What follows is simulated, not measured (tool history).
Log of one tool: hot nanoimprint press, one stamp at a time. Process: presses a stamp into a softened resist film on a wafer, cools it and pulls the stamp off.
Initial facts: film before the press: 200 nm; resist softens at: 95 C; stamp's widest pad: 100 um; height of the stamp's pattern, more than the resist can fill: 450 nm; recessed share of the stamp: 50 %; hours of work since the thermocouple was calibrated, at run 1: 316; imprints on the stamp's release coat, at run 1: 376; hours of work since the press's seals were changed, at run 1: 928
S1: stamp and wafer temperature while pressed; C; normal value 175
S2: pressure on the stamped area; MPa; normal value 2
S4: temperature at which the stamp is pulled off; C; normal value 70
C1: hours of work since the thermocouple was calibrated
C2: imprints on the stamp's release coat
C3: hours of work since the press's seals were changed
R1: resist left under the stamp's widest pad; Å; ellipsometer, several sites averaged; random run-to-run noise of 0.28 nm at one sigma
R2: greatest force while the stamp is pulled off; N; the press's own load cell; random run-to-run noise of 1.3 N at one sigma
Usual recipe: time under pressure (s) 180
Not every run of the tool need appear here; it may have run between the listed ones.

{"run": 1, "hour": 0.0, "S1": 175, "S2": 2, "time under pressure (s)": 180, "S4": 70, "C1": 316, "C2": 376, "C3": 928, "R1": 1232, "R2": 172}
{"hour": 57.8, "done": "stamp cleaned and given a new release coat"}
{"hour": 68.9, "done": "plate thermocouple calibrated"}
{"run": 2, "hour": 78.2, "S1": 175, "S2": 2.85, "time under pressure (s)": 180, "S4": 70, "C1": 7, "C2": 57, "C3": 978, "R1": 1062, "R2": 160}
{"run": 3, "hour": 115.9, "S1": 175, "S2": 2.85, "time under pressure (s)": 180, "S4": 70, "C1": 34, "C2": 181, "C3": 1005, "R1": 1067, "R2": 163}
{"run": 4, "hour": 156.9, "S1": 175, "S2": 2.85, "time under pressure (s)": 180, "S4": 59, "C1": 63, "C2": 316, "C3": 1034, "R1": 1068, "R2": 181}
{"run": 5, "hour": 199.9, "S1": 175, "S2": 2.85, "time under pressure (s)": 180, "S4": 59, "C1": 94, "C2": 458, "C3": 1065, "R1": 1071, "R2": 187}
{"hour": 231.7, "done": "stamp cleaned and given a new release coat"}
{"run": 6, "hour": 281.5, "S1": 175, "S2": 2.85, "time under pressure (s)": 180, "S4": 59, "C1": 148, "C2": 164, "C3": 1119, "R1": 1079, "R2": 177}
{"run": 7, "hour": 344.9, "S1": 175, "S2": 2.85, "time under pressure (s)": 180, "S4": 59, "C1": 194, "C2": 372, "C3": 1165, "R1": 1082, "R2": 185}
{"hour": 403.7, "done": "stamp cleaned and given a new release coat"}
{"hour": 442.7, "done": "press's hydraulic seals changed and the load cell set to zero"}
{"run": 8, "hour": 443.3, "S1": 176, "S2": 2, "time under pressure (s)": 180, "S4": 70, "C1": 254, "C2": 104, "C3": 0, "R1": 1190, "R2": 162}
{"run": 9, "hour": 480.8, "S1": 176, "S2": 1.64, "time under pressure (s)": 180, "S4": 70, "C1": 281, "C2": 227, "C3": 27, "R1": 1274, "R2": 166}
{"run": 10, "hour": 544.9, "S1": 176, "S2": 1.64, "time under pressure (s)": 180, "S4": 70, "C1": 327, "C2": 438, "C3": 73, "R1": 1278, "R2": 174}
{"hour": 582.3, "done": "stamp cleaned and given a new release coat"}
{"hour": 599.0, "done": "plate thermocouple calibrated"}
{"run": 11, "hour": 607.5, "S1": 175, "S2": 2, "time under pressure (s)": 180, "S4": 70, "C1": 6, "C2": 74, "C3": 112, "R1": 1193, "R2": 159}
{"run": 12, "hour": 681.3, "S1": 175, "S2": 2, "time under pressure (s)": 180, "S4": 70, "C1": 59, "C2": 316, "C3": 165, "R1": 1204, "R2": 168}
{"run": 13, "hour": 720.5, "S1": 175, "S2": 1.56, "time under pressure (s)": 180, "S4": 70, "C1": 87, "C2": 445, "C3": 193, "R1": 1308, "R2": 171}
{"hour": 757.0, "done": "stamp cleaned and given a new release coat"}
{"run": 14, "hour": 791.7, "S1": 175, "S2": 2, "time under pressure (s)": 180, "S4": 70, "C1": 134, "C2": 114, "C3": 240, "R1": 1210, "R2": 162}
{"run": 15, "hour": 827.6, "S1": 175, "S2": 2, "time under pressure (s)": 180, "S4": 70, "C1": 160, "C2": 232, "C3": 266, "R1": 1213, "R2": 164}
{"run": 16, "hour": 893.9, "S1": 170, "S2": 2, "time under pressure (s)": 180, "S4": 71, "C1": 207, "C2": 450, "C3": 313, "R1": 1375, "R2": 172}
{"hour": 928.1, "done": "stamp cleaned and given a new release coat"}
{"run": 17, "hour": 987.4, "S1": 165, "S2": 2, "time under pressure (s)": 190, "S4": 69, "C1": 270, "C2": 195, "C3": 376, "R1": 1525, "R2": 165}
{"run": 18, "hour": 1038.1, "S1": 164, "S2": 1.24, "time under pressure (s)": 180, "S4": 70, "C1": 307, "C2": 362, "C3": 412, "R1": 1712, "R2": 171}
{"hour": 1098.5, "done": "stamp cleaned and given a new release coat"}
{"hour": 1124.0, "done": "plate thermocouple calibrated"}
{"run": 19, "hour": 1131.4, "S1": 164, "S2": 1.24, "time under pressure (s)": 180, "S4": 70, "C1": 5, "C2": 98, "C3": 473, "R1": 1683, "R2": 162}
{"run": 20, "hour": 1197.5, "S1": 181, "S2": 2, "time under pressure (s)": 180, "S4": 77, "C1": 53, "C2": 316, "C3": 520, "R1": 1030, "R2": 160}
{"run": 21, "hour": 1243.1, "S1": 169, "S2": 2, "time under pressure (s)": 322, "S4": 70, "C1": 85, "C2": 466, "C3": 553, "R1": 1186, "R2": 174}
{"hour": 1276.7, "done": "stamp cleaned and given a new release coat"}
{"run": 22, "hour": 1318.9, "S1": 169, "S2": 2, "time under pressure (s)": 322, "S4": 70, "C1": 136, "C2": 138, "C3": 603, "R1": 1193, "R2": 161}
{"run": 23, "hour": 1382.6, "S1": 175, "S2": 2, "time under pressure (s)": 230, "S4": 64, "C1": 181, "C2": 348, "C3": 649, "R1": 1135, "R2": 179}
{"hour": 1451.4, "done": "stamp cleaned and given a new release coat"}
{"run": 24, "hour": 1464.8, "S1": 175, "S2": 2, "time under pressure (s)": 230, "S4": 64, "C1": 236, "C2": 44, "C3": 703, "R1": 1135, "R2": 166}
{"run": 25, "hour": 1541.2, "S1": 175, "S2": 1.67, "time under pressure (s)": 230, "S4": 64, "C1": 291, "C2": 295, "C3": 758, "R1": 1221, "R2": 174}
{"hour": 1624.7, "done": "stamp cleaned and given a new release coat"}
{"run": 26, "hour": 1624.7, "S1": 175, "S2": 1.67, "time under pressure (s)": 230, "S4": 64, "C1": 346, "C2": 0, "C3": 814, "R1": 1227, "R2": 163}
{"hour": 1646.6, "done": "plate thermocouple calibrated"}
{"run": 27, "hour": 1705.2, "S1": 175, "S2": 1.67, "time under pressure (s)": 230, "S4": 64, "C1": 42, "C2": 255, "C3": 870, "R1": 1182, "R2": 173}
{"run": 28, "hour": 1747.7, "S1": 175, "S2": 1.8, "time under pressure (s)": 180, "S4": 70, "C1": 73, "C2": 395, "C3": 900, "R1": 1252, "R2": 172}

Below, some changes in R1 between adjacent runs. For each, the amount present without the hidden state too (settings, incoming material, random variation) and the amount remaining for the hidden state with gauge scatter not shared by both compared results:
The tool's hidden condition here consists of: true temperature over the reading, C; pressure that arrives at the usual setting, %; grip of the stamp's worn release coat, % over a new coat's; drift of the gauge itself on residual_nm, %; drift of the gauge itself on pull_off_n, %.
Run 10 -> 11: S1 176 -> 175, S2 1.64 -> 2, stamp cleaned and given a new release coat, plate thermocouple calibrated. R1 -85 Å: hidden state -34, all else -51.
Run 17 -> 18: S1 165 -> 164, S2 2 -> 1.24, time under pressure (s) 190 -> 180, S4 69 -> 70. R1 +187 Å: hidden state -7, all else +194.
Run 19 -> 20: S1 164 -> 181, S2 1.24 -> 2, S4 70 -> 77. R1 -653 Å: hidden state +9, all else -662.
Run 26 -> 27: plate thermocouple calibrated. R1 -45 Å: hidden state -37, all else -8.

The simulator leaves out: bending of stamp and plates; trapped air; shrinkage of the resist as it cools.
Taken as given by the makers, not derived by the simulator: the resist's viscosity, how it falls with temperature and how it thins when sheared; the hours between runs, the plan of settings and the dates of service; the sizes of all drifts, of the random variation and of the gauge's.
